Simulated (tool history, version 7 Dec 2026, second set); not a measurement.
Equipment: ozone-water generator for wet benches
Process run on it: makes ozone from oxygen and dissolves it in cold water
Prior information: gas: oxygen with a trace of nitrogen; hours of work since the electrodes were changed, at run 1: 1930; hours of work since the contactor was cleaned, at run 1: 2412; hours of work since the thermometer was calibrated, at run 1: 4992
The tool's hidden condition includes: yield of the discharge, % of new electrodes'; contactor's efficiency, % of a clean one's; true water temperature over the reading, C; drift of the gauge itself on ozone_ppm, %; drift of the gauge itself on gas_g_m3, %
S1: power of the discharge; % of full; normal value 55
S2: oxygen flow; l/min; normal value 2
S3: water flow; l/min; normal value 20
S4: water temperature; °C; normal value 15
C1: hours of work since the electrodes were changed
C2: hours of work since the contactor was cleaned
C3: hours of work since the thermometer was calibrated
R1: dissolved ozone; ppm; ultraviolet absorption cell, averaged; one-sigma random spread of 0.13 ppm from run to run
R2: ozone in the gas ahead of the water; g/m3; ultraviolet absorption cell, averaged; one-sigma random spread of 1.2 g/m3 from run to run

Run 1, hour 0: usual settings; C1 1930; C2 2412; C3 4992. Result: R1 12.1 ppm, R2 214.4 g/m3.
Run 2, hour 37: usual settings; C1 1965; C2 2447; C3 5027. Result: R1 12 ppm, R2 217.7 g/m3.
Run 3, hour 70: usual settings but S2 3.2 l/min; C1 1996; C2 2478; C3 5058. Result: R1 12.7 ppm, R2 163.2 g/m3.
Run 4, hour 102.9: usual settings but S3 14 l/min; C1 2027; C2 2509; C3 5089. Result: R1 16.8 ppm, R2 214.1 g/m3.
Run 5, hour 149.6: usual settings but S3 14 l/min; C1 2070; C2 2553; C3 5132. Result: R1 16.4 ppm, R2 215.6 g/m3.
Run 6, hour 179.1: usual settings but S3 14 l/min; C1 2098; C2 2580; C3 5160. Result: R1 17.1 ppm, R2 215.9 g/m3.
Run 7, hour 232.7: usual settings but S3 14 l/min; C1 2149; C2 2631; C3 5210. Result: R1 17 ppm, R2 216.7 g/m3.
Run 8, hour 283.4: usual settings but S3 14 l/min; C1 2196; C2 2678; C3 5258. Result: R1 16.9 ppm, R2 215.5 g/m3.
Run 9, hour 329.9: usual settings but S3 14 l/min; C1 2240; C2 2722; C3 5302. Result: R1 16.7 ppm, R2 213 g/m3.
At hour 336.4: water thermometer calibrated.
At hour 373.6: contactor cleaned.
Run 10, hour 373.7: usual settings but S4 13 °C; C1 2277; C2 0; C3 31. Result: R1 12.3 ppm, R2 216.6 g/m3.
Run 11, hour 435.8: usual settings but S4 13 °C; C1 2335; C2 58; C3 89. Result: R1 12.6 ppm, R2 217.2 g/m3.
Run 12, hour 481.6: usual settings but S4 13 °C; C1 2378; C2 101; C3 132. Result: R1 12.5 ppm, R2 213.5 g/m3.

For run 13, what comes out?
At hour 504.1: water thermometer calibrated, once more.
Run 13, hour 536.9: usual settings but S1 56 % of full, S2 3.41 l/min, S3 18 l/min, S4 12 °C; C1 2429; C2 153; C3 31. Result: R1 ?, R2 ?.

R1: 15.3 ppm
R2: 157.4 g/m3
The same run, on a tool lacking any hidden state, would have yielded R1 15.8 ppm, R2 162.5 g/m3.
